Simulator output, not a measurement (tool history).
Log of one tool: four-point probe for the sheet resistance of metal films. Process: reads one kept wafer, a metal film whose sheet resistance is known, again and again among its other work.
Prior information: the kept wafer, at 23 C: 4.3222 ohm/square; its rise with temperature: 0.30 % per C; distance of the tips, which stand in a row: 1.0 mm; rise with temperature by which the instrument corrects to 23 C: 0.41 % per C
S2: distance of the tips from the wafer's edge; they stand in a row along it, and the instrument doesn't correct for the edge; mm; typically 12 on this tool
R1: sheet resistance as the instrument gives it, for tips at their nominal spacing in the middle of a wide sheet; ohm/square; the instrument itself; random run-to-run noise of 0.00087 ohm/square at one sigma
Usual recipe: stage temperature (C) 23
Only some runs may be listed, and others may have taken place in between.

run 1 hour=0 | stage_temperature_(C)=23 S2=12 | R1=4.321595
run 2 hour=14 | stage_temperature_(C)=23 S2=12 | R1=4.320141
run 3 hour=25.9 | stage_temperature_(C)=23 S2=12 | R1=4.321354
run 4 hour=39.4 | stage_temperature_(C)=23 S2=52 | R1=4.305094
run 5 hour=57.6 | stage_temperature_(C)=23 S2=52 | R1=4.304545
run 6 hour=74.9 | stage_temperature_(C)=23 S2=52 | R1=4.306396
run 7 hour=92 | stage_temperature_(C)=23 S2=40 | R1=4.305705
run 8 hour=110.2 | stage_temperature_(C)=23 S2=12 | R1=4.319384
run 9 hour=120.9 | stage_temperature_(C)=23 S2=12 | R1=4.31916
run 10 hour=132 | stage_temperature_(C)=23 S2=12 | R1=4.319664
run 11 hour=144.9 | stage_temperature_(C)=23 S2=12 | R1=4.31876
-- hour=147.4 stage's thermometer calibrated
run 12 hour=162.8 | stage_temperature_(C)=23 S2=12 | R1=4.318443
run 13 hour=178.2 | stage_temperature_(C)=23 S2=12 | R1=4.317247
run 14 hour=198.3 | stage_temperature_(C)=23 S2=12 | R1=4.317712
run 15 hour=209 | stage_temperature_(C)=23 S2=12 | R1=4.316054
run 16 hour=227.1 | stage_temperature_(C)=20 S2=8 | R1=4.351691
run 17 hour=239.8 | stage_temperature_(C)=28 S2=12 | R1=4.293063
run 18 hour=249.1 | stage_temperature_(C)=28 S2=12 | R1=4.292679
run 19 hour=267.9 | stage_temperature_(C)=19 S2=52 | R1=4.321368
-- hour=274.3 stage's thermometer calibrated, once more
run 20 hour=288.7 | stage_temperature_(C)=34 S2=15 | R1=4.263048
run 21 hour=302.9 | stage_temperature_(C)=34 S2=15 | R1=4.262802
run 22 hour=319 | stage_temperature_(C)=34 S2=15 | R1=4.260313
run 23 hour=339.5 | stage_temperature_(C)=33 S2=15 | R1=4.26638
run 24 hour=348.7 | stage_temperature_(C)=29 S2=72 | R1=4.274443
run 25 hour=359.8 | stage_temperature_(C)=29 S2=72 | R1=4.276273
run 26 hour=368.9 | stage_temperature_(C)=34 S2=5 | R1=4.341867
run 27 hour=382.8 | stage_temperature_(C)=28 S2=10 | R1=4.303054
run 28 hour=399.7 | stage_temperature_(C)=25 S2=31 | R1=4.29614
run 29 hour=420 | stage_temperature_(C)=27 S2=9 | R1=4.311605
run 30 hour=440.4 | stage_temperature_(C)=23 S2=3 | R1=4.545368

Below, each run's measurement less what the same run would have read without the hidden state. Both values contain the same run-to-run variation, but the gauge's scatter may not be the same in both:
Hidden state present: inner tips' distance over the nominal, %; tips' flats over new ones', %; wafer's true temperature over the reading, C; drift of the gauge itself on sheet_ohm, %.
run=1 R1=-0.017304
run=2 R1=-0.017483
run=3 R1=-0.017639
run=4 R1=-0.017748
run=5 R1=-0.018004
run=6 R1=-0.018247
run=7 R1=-0.018482
run=8 R1=-0.018805
run=9 R1=-0.018955
run=10 R1=-0.019101
run=11 R1=-0.019283
run=12 R1=-0.020481
run=13 R1=-0.020675
run=14 R1=-0.020947
run=15 R1=-0.021095
run=16 R1=-0.021541
run=17 R1=-0.021323
run=18 R1=-0.021436
run=19 R1=-0.021971
run=20 R1=-0.017228
run=21 R1=-0.017415
run=22 R1=-0.017614
run=23 R1=-0.0179
run=24 R1=-0.018041
run=25 R1=-0.018187
run=26 R1=-0.018553
run=27 R1=-0.01861
run=28 R1=-0.018823
run=29 R1=-0.019136
run=30 R1=-0.020378
